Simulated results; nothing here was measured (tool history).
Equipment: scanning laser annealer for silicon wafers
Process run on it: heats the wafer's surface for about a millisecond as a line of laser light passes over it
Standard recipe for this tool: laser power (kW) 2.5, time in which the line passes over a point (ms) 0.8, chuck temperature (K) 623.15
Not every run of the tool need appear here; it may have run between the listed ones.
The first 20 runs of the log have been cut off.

run,hour,laser power (kW),time in which the line passes over a point (ms),chuck temperature (K),hours of work since the window was cleaned,hours of work since the power meter was calibrated,hours of work since the optics were aligned,highest temperature of the surface (K)
21,1072.8,2.257,0.84,623.15,647,980,430,1353.15
22,1140.4,2.5,0.565,623.15,694,1027,476,1286.15
23,1180.6,2.427,0.919,608.15,721,1055,504,1432.15
24,1251,2.381,0.885,652.15,770,1103,553,1434.15
# hour 1256.7: window over the wafer cleaned
25,1303.3,2.69,0.747,623.15,32,1138,588,1481.15
26,1363.3,2.69,0.747,623.15,74,1180,629,1476.15
27,1437.6,2.37,0.72,623.15,125,1231,681,1357.15
28,1483.3,2.37,0.72,623.15,157,1263,712,1356.15
29,1532.6,2.5,0.578,640.15,191,1297,746,1331.15
30,1585.1,2.309,0.8,638.15,227,1333,783,1382.15
31,1651.6,2.44,0.686,623.15,273,1379,829,1348.15
32,1686.1,2.44,0.686,623.15,297,1403,852,1348.15
33,1756.4,2.309,0.702,623.15,346,1452,901,1313.15
34,1836.2,2.309,0.702,623.15,401,1507,956,1313.15
35,1879.8,2.309,0.702,623.15,431,1537,986,1310.15
36,1952.4,2.278,0.835,607.15,481,1587,1037,1342.15
37,1995.9,2.143,0.8,623.15,511,1617,1067,1298.15
38,2050.1,2.131,0.926,596.15,549,1655,1104,1316.15
39,2085.2,2.131,0.926,596.15,573,1679,1128,1316.15
40,2129.7,2.474,0.681,649.15,604,1710,1159,1367.15
41,2167.4,2.521,0.681,598.15,630,1736,1185,1326.15

3 options for the next run, each taken on its own from the tool as it stands now. Forecast them:
A,2209.7,2.7,0.936,608.15,659,1765,1215,?
B,2209.7,2.467,0.777,642.15,659,1765,1215,?
C,2209.7,2.328,0.681,635.15,659,1765,1215,?

run,highest temperature of the surface (K)
A,1528.15
B,1402.15
C,1307.15
Take away the tool's hidden state, keep each run's random variation, and the runs would have read:
run,highest temperature of the surface (K)
A,1592.15
B,1455.15
C,1354.15
